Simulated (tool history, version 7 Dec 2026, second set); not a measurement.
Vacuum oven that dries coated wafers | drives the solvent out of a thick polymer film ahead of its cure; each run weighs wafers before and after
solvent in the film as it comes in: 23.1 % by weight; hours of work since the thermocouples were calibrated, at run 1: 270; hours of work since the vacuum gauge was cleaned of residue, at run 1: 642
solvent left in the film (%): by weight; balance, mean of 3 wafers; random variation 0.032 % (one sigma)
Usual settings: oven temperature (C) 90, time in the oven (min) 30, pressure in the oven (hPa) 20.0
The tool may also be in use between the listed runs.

| run | hour | oven temperature (C) | time in the oven (min) | pressure in the oven (hPa) | hours of work since the thermocouples were calibrated | hours of work since the vacuum gauge was cleaned of residue | solvent left in the film (%) |
|---|---|---|---|---|---|---|---|
| 1 | 0.0 | 90 | 30 | 20.0 | 270 | 642 | 4.08 |
| 2 | 34.8 | 90 | 30 | 20.0 | 290 | 662 | 4.02 |
| 3 | 61.8 | 90 | 30 | 20.0 | 305 | 677 | 4.06 |
| 4 | 93.4 | 90 | 30 | 37.6 | 323 | 696 | 6.32 |
| 5 | 127.2 | 90 | 30 | 37.6 | 343 | 715 | 6.33 |
| 6 | 170.9 | 90 | 30 | 37.6 | 368 | 740 | 6.43 |
| 7 | 208.9 | 87 | 30 | 37.6 | 389 | 762 | 7.63 |
| 8 | 236.2 | 87 | 30 | 37.6 | 405 | 777 | 7.56 |
| 9 | 271.9 | 87 | 30 | 37.6 | 425 | 798 | 7.62 |
| 10 | 327.6 | 87 | 30 | 37.6 | 457 | 830 | 7.70 |
| 11 | 384.0 | 78 | 30 | 37.6 | 490 | 862 | 12.18 |
| 12 | 438.1 | 78 | 30 | 37.6 | 521 | 893 | 12.21 |
| 13 | 466.8 | 78 | 30 | 37.6 | 537 | 909 | 12.24 |
| 14 | 523.1 | 97 | 30 | 20.0 | 569 | 942 | 2.59 |
| 15 | 569.0 | 97 | 30 | 20.0 | 596 | 968 | 2.59 |
| 16 | 620.4 | 97 | 30 | 20.0 | 625 | 997 | 2.60 |
| 17 | 648.8 | 91 | 28 | 42.5 | 641 | 1014 | 6.93 |
| 18 | 691.4 | 91 | 25 | 10.9 | 666 | 1038 | 3.45 |
| 19 | 737.0 | 105 | 25 | 28.2 | 692 | 1064 | 2.49 |
|  | 777.3 | oven's thermocouples calibrated |
| 20 | 784.0 | 105 | 19 | 19.0 | 4 | 1090 | 1.93 |
| 21 | 816.6 | 105 | 19 | 19.0 | 22 | 1109 | 1.95 |
| 22 | 859.9 | 105 | 19 | 19.0 | 47 | 1133 | 1.94 |
| 23 | 888.1 | 90 | 29 | 20.0 | 63 | 1149 | 4.28 |
| 24 | 937.9 | 90 | 29 | 20.0 | 92 | 1178 | 4.36 |
| 25 | 978.7 | 90 | 29 | 20.0 | 115 | 1201 | 4.36 |

Forecast each of these 3 alternatives for the next run:
| A | 1030.8 | 90 | 32 | 12.7 | 145 | 1231 | ? |
| B | 1030.8 | 87 | 46 | 20.0 | 145 | 1231 | ? |
| C | 1030.8 | 76 | 20 | 67.4 | 145 | 1231 | ? |

| run | solvent left in the film (%) |
|---|---|
| A | 3.11 |
| B | 3.97 |
| C | 19.28 |
Without the tool's hidden state the same runs would have given:
| run | solvent left in the film (%) |
|---|---|
| A | 2.83 |
| B | 3.67 |
| C | 18.93 |

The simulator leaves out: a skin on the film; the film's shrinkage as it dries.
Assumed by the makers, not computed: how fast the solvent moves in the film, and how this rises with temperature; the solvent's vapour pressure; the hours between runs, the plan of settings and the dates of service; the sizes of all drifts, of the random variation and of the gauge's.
